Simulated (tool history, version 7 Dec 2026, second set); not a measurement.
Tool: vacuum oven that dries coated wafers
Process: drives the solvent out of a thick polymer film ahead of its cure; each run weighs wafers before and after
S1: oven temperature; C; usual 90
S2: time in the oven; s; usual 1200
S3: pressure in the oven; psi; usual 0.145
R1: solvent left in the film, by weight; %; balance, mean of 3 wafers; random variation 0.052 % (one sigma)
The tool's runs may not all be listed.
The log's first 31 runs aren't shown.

run	day	S1	S2	S3	R1
32	15.967	92	840	0.088	1.66
33	16.250	92	840	0.088	1.68
34	16.808	101	1680	0.110	0.48
35	17.350	104	1200	0.145	0.53
36	17.817	80	1260	0.145	3.82
37	18.117	80	1260	0.145	3.88
38	18.812	87	1680	0.126	1.35
39	19.283	87	1680	0.126	1.33
40	19.838	90	720	0.088	2.64
41	20.425	91	1020	0.084	1.38
42	21.067	87	1020	0.084	2.18
43	21.558	87	1020	0.084	2.10
44	21.862	76	1020	0.490	8.06
45	22.321	95	1620	0.138	0.73
46	22.850	95	1620	0.138	0.76
47	23.404	95	1620	0.138	0.81
48	23.850	95	1620	0.138	0.82

3 ways to go on from here, each from the tool as it stands after run 48. What would each give?
A	24.333	103	1200	0.145	?
B	24.333	91	1440	0.428	?
C	24.333	95	1620	0.267	?

run	R1
A	0.63
B	2.50
C	1.34
Without the tool's hidden state the same runs would have given:
run	R1
A	0.50
B	2.33
C	1.18
